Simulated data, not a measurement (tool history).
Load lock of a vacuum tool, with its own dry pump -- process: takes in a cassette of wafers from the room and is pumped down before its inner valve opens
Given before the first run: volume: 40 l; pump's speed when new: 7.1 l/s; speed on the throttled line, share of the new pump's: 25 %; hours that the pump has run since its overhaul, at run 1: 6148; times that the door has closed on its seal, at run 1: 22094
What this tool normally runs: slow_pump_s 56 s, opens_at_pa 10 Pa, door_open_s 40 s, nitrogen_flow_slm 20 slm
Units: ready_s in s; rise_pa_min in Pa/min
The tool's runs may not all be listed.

run	hour	slow_pump_s	opens_at_pa	door_open_s	nitrogen_flow_slm	hours that the pump has run since its overhaul	times that the door has closed on its seal	incoming humidity of the room's air, %	ready_s	rise_pa_min
1	0	56	10	40	20	6148	22094	43.3	100.4	0.132
2	123.5	56	10	40	20	6271	22616	44.2	99.9	0.135
3	227.3	56	10	40	20	6375	23055	44.3	100.6	0.137
4	331.8	56	10	40	20	6480	23496	45.4	101.3	0.144
5	429.7	56	10	40	20	6578	23910	46.2	100.4	0.146
6	503.9	56	10	39	20	6652	24224	44.6	100.9	0.145
7	626.5	69	10	115	9	6774	24742	43.6	111.6	0.179
8	751.8	93	18	40	20	6900	25271	45.9	123.6	0.152
9	890.7	93	18	40	20	7039	25858	42.6	123.9	0.154
10	1028.4	37	10	74	20	7176	26440	42.9	88	0.171
11	1099.4	44	17	45	7	7247	26740	46	89.2	0.175

5 ways to go on from here, each from the tool as it stands after run 11. What would each give?
A	1201.7	53	17	212	7	7350	27173	41.5	?	?
B	1201.7	103	10	40	20	7350	27173	45.2	?	?
C	1201.7	56	7	75	9	7350	27173	48	?	?
D	1201.7	44	13	45	7	7350	27173	42.4	?	?
E	1201.7	69	17	43	7	7350	27173	42.8	?	?

run	ready_s	rise_pa_min
A	93.9	0.213
B	134.5	0.163
C	103.4	0.195
D	91.1	0.177
E	106.4	0.174
Had the tool no hidden state, the same runs would have come out as:
run	ready_s	rise_pa_min
A	87.4	0.088
B	129.7	0.04
C	96	0.073
D	83.8	0.053
E	100.5	0.051
